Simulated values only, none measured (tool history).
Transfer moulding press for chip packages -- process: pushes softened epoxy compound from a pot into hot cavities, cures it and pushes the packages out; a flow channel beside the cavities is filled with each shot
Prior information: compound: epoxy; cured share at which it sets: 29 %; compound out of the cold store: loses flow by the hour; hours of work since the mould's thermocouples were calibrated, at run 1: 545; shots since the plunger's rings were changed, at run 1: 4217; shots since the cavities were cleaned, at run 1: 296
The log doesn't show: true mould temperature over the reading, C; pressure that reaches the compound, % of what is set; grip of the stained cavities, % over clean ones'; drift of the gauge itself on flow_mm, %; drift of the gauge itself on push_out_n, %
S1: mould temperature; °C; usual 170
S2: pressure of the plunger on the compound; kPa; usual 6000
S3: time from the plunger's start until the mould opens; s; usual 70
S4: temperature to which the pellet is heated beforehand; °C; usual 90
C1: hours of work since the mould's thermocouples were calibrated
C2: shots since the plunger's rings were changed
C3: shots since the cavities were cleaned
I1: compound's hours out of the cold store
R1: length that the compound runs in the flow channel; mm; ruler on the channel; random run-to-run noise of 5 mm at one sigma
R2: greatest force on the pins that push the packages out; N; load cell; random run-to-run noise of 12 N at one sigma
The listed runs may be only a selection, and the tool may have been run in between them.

run   hour   S1    S2  S3  S4   C1    C2   C3    I1   R1   R2
  1    0.0  170  6000  70  90  545  4217  296  23.7  555  565
      10.2  -- cavities cleaned with cleaning compound and waxed
      34.2  -- cavities cleaned with cleaning compound and waxed
      58.4  -- cavities cleaned with cleaning compound and waxed
  2   58.4  170  6000  70  90  588  5381    0  22.3  567  588
      70.8  -- plunger's sealing rings changed
      85.4  -- cavities cleaned with cleaning compound and waxed
  3   96.2  170  4530  70  90  615   516  232  40.1  467  545
     114.1  -- cavities cleaned with cleaning compound and waxed
     141.3  -- cavities cleaned with cleaning compound and waxed
  4  152.4  170  6000  70  90  657  1664  240  38.5  538  547
     165.4  -- cavities cleaned with cleaning compound and waxed
     189.1  -- cavities cleaned with cleaning compound and waxed
     212.8  -- cavities cleaned with cleaning compound and waxed
  5  212.8  176  6000  70  90  701  2871    0  13.8  566  425
     241.0  -- cavities cleaned with cleaning compound and waxed
  6  246.7  176  6000  70  90  727  3571  122  45.0  510  421
     268.3  -- cavities cleaned with cleaning compound and waxed
     275.2  -- mould's thermocouples calibrated
     294.0  -- cavities cleaned with cleaning compound and waxed
  7  297.6  170  6000  70  90   17  4562   78  16.3  578  593
     319.5  -- cavities cleaned with cleaning compound and waxed
     345.2  -- cavities cleaned with cleaning compound and waxed
     353.2  -- plunger's sealing rings changed
     373.6  -- cavities cleaned with cleaning compound and waxed
  8  373.6  170  6000  70  90   71   408    0  32.9  556  570
     399.5  -- cavities cleaned with cleaning compound and waxed
  9  413.4  170  6000  70  90  102  1235  300  18.9  579  570

What will run 10 give?
     423.8  -- cavities cleaned with cleaning compound and waxed
     452.2  -- cavities cleaned with cleaning compound and waxed
 10  469.2  170  6000  100  90  144  2375  366  39.6   ?   ?

Run 10 yielded R1 537 mm, R2 383 N.
Minus the tool's unlogged condition, the same run would have read R1 537 mm, R2 380 N.
